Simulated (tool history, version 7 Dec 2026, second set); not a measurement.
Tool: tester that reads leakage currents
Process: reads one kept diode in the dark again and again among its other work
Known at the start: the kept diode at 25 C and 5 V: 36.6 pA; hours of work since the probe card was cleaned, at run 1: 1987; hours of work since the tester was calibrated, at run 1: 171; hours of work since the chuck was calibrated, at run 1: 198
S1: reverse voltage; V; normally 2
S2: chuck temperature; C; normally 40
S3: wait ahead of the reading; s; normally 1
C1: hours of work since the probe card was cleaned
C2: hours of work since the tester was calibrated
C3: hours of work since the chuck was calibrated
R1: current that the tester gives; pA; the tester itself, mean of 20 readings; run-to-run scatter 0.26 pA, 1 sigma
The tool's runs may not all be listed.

run    hour     S1  S2    S3    C1   C2   C3      R1
  1       0      2  40     1  1987  171  198   89.38
  2    29.9      2  40     1  2003  187  215   89.75
  3    56.1  13.96  40     1  2017  202  229  204.24
  4    77.1      2  31     1  2029  213  240   45.34
  5   109.6   9.64  31     1  2047  231  258   91.36
  6     149   9.64  31     1  2068  253  280   91.47
  7   188.4   9.64  31     1  2090  274  301   91.98
  8   234.2      2  40     1  2115  299  326   89.84
  9   253.8      2  40     1  2125  310  337   90.26
 10     293      2  26     1  2147  331  358    31.2
 11   333.1      2  28     1  2169  353  380   36.34
 12   357.2      2  28     1  2182  366  394   36.41
      361.6  -- tester calibrated
 13   393.2      2  40     1  2201   17  412   90.96
 14   418.3      2  40     1  2214   31  426   91.08
 15     447      2  40     1  2230   47  441   91.29
 16   480.8      2  49     1  2248   65  460  174.33
 17   528.6      2  28     1  2275   91  486   36.91
 18     550      2  28     1  2286  103  498   36.77
      570.3  -- tester calibrated, once more
 19   578.1      2  40     1  2300    4  512   91.67
 20   614.8      2  40  0.78  2321   24  532   91.79
 21     656   1.87  60  1.39  2343   47  555  366.81
 22   677.2  13.43  32  0.36  2355   58  566   120.9
 23   719.1  13.43  36  9.25  2378   81  589  156.63
 24   764.4   3.02  45  4.75  2402  106  614   157.9
 25   798.2   3.02  45  4.75  2421  125  632  157.58
 26   843.9  18.75  45  8.85  2446  150  657   341.7
 27   875.4   6.95  35   5.3  2463  167  675  108.13
 28   907.8      2  40  0.44  2481  184  692   92.76
 29   954.2      2  40  0.44  2506  210  718   92.89
 30   997.2    5.2  26  0.44  2529  233  741   51.02
 31    1035   5.03  55  2.17  2550  254  762  394.64
 32  1071.4   5.03  55  2.17  2570  274  782  397.66
 33  1116.8      2  44     1  2595  299  806  125.01
 34    1162   7.07  50  5.01  2620  323  831  324.85
 35  1189.5   7.07  50  5.01  2635  338  846  324.55
 36  1214.1   7.15  46     1  2648  352  860  247.16
 37  1246.7  14.38  40  6.34  2666  370  877   219.9
 38  1282.5  14.38  40  6.34  2685  389  897   220.2
 39  1312.2   1.26  25     1  2702  405  913   24.82

Measured less the same run without the tool's hidden state. The same run-to-run variation is in both; the gauge's scatter may not be:
Hidden state at play: stray current of the dirty probe card, pA a volt; current scale over the true one, %; true chuck temperature over the reading, C; drift of the gauge itself on leakage_pa, %.
run      R1
  1   +3.49
  2   +3.63
  3  +18.56
  4   +3.03
  5  +12.34
  6  +12.57
  7  +12.85
  8   +4.41
  9    +4.5
 10   +3.17
 11   +3.38
 12   +3.42
 13   +5.12
 14   +5.21
 15   +5.33
 16   +7.97
 17   +3.79
 18   +3.82
 19   +5.56
 20   +5.71
 21  +14.36
 22  +21.16
 23  +22.98
 24   +10.1
 25  +10.31
 26  +38.48
 27  +13.84
 28   +6.86
 29   +7.04
 30   +9.46
 31  +25.04
 32  +25.76
 33   +9.24
 34   +26.6
 35  +26.92
 36  +23.41
 37  +32.48
 38  +32.89
 39   +3.39
